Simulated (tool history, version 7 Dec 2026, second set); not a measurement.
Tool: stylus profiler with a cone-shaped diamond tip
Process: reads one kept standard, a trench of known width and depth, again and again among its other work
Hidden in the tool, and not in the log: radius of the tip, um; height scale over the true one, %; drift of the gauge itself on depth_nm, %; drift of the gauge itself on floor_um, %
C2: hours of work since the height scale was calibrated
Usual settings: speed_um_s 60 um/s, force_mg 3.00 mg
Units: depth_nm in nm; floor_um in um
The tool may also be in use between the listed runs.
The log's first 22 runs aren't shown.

{"run": 23, "hour": 1742.4, "speed_um_s": 60, "force_mg": 3.0, "scans with this tip": 4454, "C2": 309, "depth_nm": 509.04, "floor_um": 15.3}
{"run": 24, "hour": 1828.2, "speed_um_s": 60, "force_mg": 3.0, "scans with this tip": 5393, "C2": 375, "depth_nm": 509.01, "floor_um": 15.37}
{"run": 25, "hour": 1894.0, "speed_um_s": 60, "force_mg": 3.0, "scans with this tip": 6112, "C2": 425, "depth_nm": 509.22, "floor_um": 15.31}
{"run": 26, "hour": 1977.0, "speed_um_s": 22, "force_mg": 8.49, "scans with this tip": 7019, "C2": 488, "depth_nm": 518.23, "floor_um": 15.58}
{"run": 27, "hour": 2075.5, "speed_um_s": 64, "force_mg": 4.57, "scans with this tip": 8094, "C2": 562, "depth_nm": 512.22, "floor_um": 15.35}
{"run": 28, "hour": 2149.6, "speed_um_s": 64, "force_mg": 4.57, "scans with this tip": 8904, "C2": 619, "depth_nm": 511.85, "floor_um": 15.41}
{"run": 29, "hour": 2221.0, "speed_um_s": 27, "force_mg": 4.1, "scans with this tip": 9685, "C2": 673, "depth_nm": 511.37, "floor_um": 15.46}
{"run": 30, "hour": 2308.8, "speed_um_s": 42, "force_mg": 1.81, "scans with this tip": 10644, "C2": 739, "depth_nm": 506.53, "floor_um": 15.35}
{"hour": 2410.7, "done": "new tip fitted, height scale calibrated"}
{"run": 31, "hour": 2420.2, "speed_um_s": 102, "force_mg": 1.97, "scans with this tip": 104, "C2": 7, "depth_nm": 506.86, "floor_um": 14.99}
{"run": 32, "hour": 2487.9, "speed_um_s": 15, "force_mg": 1.06, "scans with this tip": 844, "C2": 59, "depth_nm": 504.2, "floor_um": 15.48}
{"run": 33, "hour": 2551.8, "speed_um_s": 22, "force_mg": 2.08, "scans with this tip": 1542, "C2": 107, "depth_nm": 507.15, "floor_um": 15.54}
{"run": 34, "hour": 2608.6, "speed_um_s": 22, "force_mg": 2.08, "scans with this tip": 2163, "C2": 150, "depth_nm": 507.1, "floor_um": 15.48}
{"run": 35, "hour": 2683.5, "speed_um_s": 131, "force_mg": 3.76, "scans with this tip": 2980, "C2": 207, "depth_nm": 510.56, "floor_um": 15.0}
{"run": 36, "hour": 2778.9, "speed_um_s": 28, "force_mg": 1.67, "scans with this tip": 4023, "C2": 279, "depth_nm": 506.2, "floor_um": 15.39}
{"run": 37, "hour": 2866.9, "speed_um_s": 65, "force_mg": 3.57, "scans with this tip": 4984, "C2": 346, "depth_nm": 510.04, "floor_um": 15.36}
{"run": 38, "hour": 2922.5, "speed_um_s": 199, "force_mg": 3.84, "scans with this tip": 5593, "C2": 389, "depth_nm": 510.76, "floor_um": 14.7}
{"run": 39, "hour": 3032.6, "speed_um_s": 99, "force_mg": 7.24, "scans with this tip": 6795, "C2": 472, "depth_nm": 516.49, "floor_um": 15.27}

The next listed run, before its measurement:
{"run": 40, "hour": 3084.8, "speed_um_s": 27, "force_mg": 2.01, "scans with this tip": 7366, "C2": 512, "depth_nm": "?", "floor_um": "?"}

Run 40 gave depth_nm 506.96 nm, floor_um 15.47 um.
Without the tool's hidden state the same run would have given depth_nm 506.96 nm, floor_um 15.48 um.

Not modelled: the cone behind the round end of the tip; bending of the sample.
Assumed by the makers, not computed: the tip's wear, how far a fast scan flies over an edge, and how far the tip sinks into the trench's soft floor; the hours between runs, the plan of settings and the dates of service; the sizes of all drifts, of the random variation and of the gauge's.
